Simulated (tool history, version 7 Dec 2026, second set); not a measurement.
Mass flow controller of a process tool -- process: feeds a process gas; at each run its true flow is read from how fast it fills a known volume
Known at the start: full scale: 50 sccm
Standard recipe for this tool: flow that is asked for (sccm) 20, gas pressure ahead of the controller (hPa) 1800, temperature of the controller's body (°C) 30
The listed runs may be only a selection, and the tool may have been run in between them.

run    hour  flow that is asked for (sccm)  gas pressure ahead of the controller (hPa)  temperature of the controller's body (°C)  true flow (%)
  1     0.0                             20                                        1800                                         30         100.53
  2   396.3                             12                                        1800                                         30         101.09
  3   858.9                             12                                        1800                                         30         101.41
  4  1347.6                             12                                        1800                                         30         101.78
  5  1761.0                             12                                        1800                                         30         102.21
  6  1971.3                             20                                        1800                                         33         101.94
  7  2200.8                             22                                        1800                                         30         101.91
  8  2567.9                             22                                        1800                                         30         102.18
  9  2824.9                             20                                        1800                                         30         102.30
 10  3099.8                             20                                        1800                                         30         102.50
 11  3518.5                             20                                        1800                                         30         102.81
 12  3971.2                             20                                        1800                                         30         102.90

Run 13 has not been measured yet. What should we expect?
 13  4282.7                             20                                        1800                                         30              ?

Logged for run 13: true flow (%) 103.18.
The same run, on a tool lacking any hidden state, would have yielded true flow (%) 99.56.
